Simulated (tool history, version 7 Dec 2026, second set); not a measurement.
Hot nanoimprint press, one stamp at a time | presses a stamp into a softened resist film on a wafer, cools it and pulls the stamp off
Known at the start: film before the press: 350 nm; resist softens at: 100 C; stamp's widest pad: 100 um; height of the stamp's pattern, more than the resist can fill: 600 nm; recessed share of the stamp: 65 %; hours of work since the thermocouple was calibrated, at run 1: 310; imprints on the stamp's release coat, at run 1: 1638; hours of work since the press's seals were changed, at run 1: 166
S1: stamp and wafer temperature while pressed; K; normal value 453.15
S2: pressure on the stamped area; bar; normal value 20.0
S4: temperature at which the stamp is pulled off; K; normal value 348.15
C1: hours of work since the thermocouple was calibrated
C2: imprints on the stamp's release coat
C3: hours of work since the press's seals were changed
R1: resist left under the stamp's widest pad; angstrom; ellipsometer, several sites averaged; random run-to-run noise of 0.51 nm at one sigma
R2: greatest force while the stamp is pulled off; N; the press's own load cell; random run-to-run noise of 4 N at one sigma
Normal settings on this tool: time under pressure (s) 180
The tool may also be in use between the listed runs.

run 1 day=0.000 | S1=453.15 S2=20.0 time_under_pressure_(s)=180 S4=348.15 | C1=310 C2=1638 C3=166 | R1=1397 R2=200
run 2 day=0.483 | S1=453.15 S2=20.0 time_under_pressure_(s)=180 S4=348.15 | C1=319 C2=1668 C3=174 | R1=1408 R2=192
run 3 day=0.950 | S1=453.15 S2=20.0 time_under_pressure_(s)=180 S4=348.15 | C1=327 C2=1697 C3=183 | R1=1404 R2=204
run 4 day=1.617 | S1=453.15 S2=20.0 time_under_pressure_(s)=180 S4=348.15 | C1=339 C2=1738 C3=194 | R1=1401 R2=198
run 5 day=1.962 | S1=453.15 S2=31.1 time_under_pressure_(s)=180 S4=348.15 | C1=345 C2=1759 C3=200 | R1=1102 R2=195
run 6 day=2.621 | S1=453.15 S2=31.1 time_under_pressure_(s)=180 S4=348.15 | C1=357 C2=1800 C3=212 | R1=1100 R2=204
run 7 day=3.200 | S1=453.15 S2=31.1 time_under_pressure_(s)=180 S4=348.15 | C1=367 C2=1836 C3=222 | R1=1093 R2=194
run 8 day=4.008 | S1=453.15 S2=31.1 time_under_pressure_(s)=180 S4=348.15 | C1=381 C2=1886 C3=237 | R1=1094 R2=202
run 9 day=4.675 | S1=453.15 S2=31.1 time_under_pressure_(s)=180 S4=348.15 | C1=393 C2=1928 C3=248 | R1=1090 R2=198
run 10 day=5.471 | S1=453.15 S2=31.1 time_under_pressure_(s)=180 S4=348.15 | C1=407 C2=1977 C3=263 | R1=1099 R2=201
-- day=6.029 plate thermocouple calibrated
run 11 day=6.342 | S1=453.15 S2=20.0 time_under_pressure_(s)=194 S4=348.15 | C1=6 C2=2023 C3=276 | R1=1370 R2=193
run 12 day=6.692 | S1=453.15 S2=20.0 time_under_pressure_(s)=180 S4=348.15 | C1=12 C2=2045 C3=282 | R1=1410 R2=197
run 13 day=7.221 | S1=453.15 S2=20.0 time_under_pressure_(s)=180 S4=348.15 | C1=21 C2=2078 C3=291 | R1=1411 R2=196
run 14 day=7.725 | S1=453.15 S2=20.0 time_under_pressure_(s)=142 S4=348.15 | C1=30 C2=2109 C3=300 | R1=1530 R2=193
run 15 day=8.379 | S1=453.15 S2=24.8 time_under_pressure_(s)=236 S4=348.15 | C1=42 C2=2150 C3=312 | R1=1134 R2=204
run 16 day=8.758 | S1=451.15 S2=19.9 time_under_pressure_(s)=172 S4=340.15 | C1=48 C2=2173 C3=319 | R1=1539 R2=227

Run 17 has not been measured yet. What should we expect?
run 17 day=9.317 | S1=458.15 S2=20.0 time_under_pressure_(s)=239 S4=348.15 | C1=58 C2=2208 C3=328 | R1=? R2=?

{"run 17": {"R1": 1128, "R2": 195}}
With no hidden state in the tool, this same run would have given R1 1115 angstrom, R2 193 N.

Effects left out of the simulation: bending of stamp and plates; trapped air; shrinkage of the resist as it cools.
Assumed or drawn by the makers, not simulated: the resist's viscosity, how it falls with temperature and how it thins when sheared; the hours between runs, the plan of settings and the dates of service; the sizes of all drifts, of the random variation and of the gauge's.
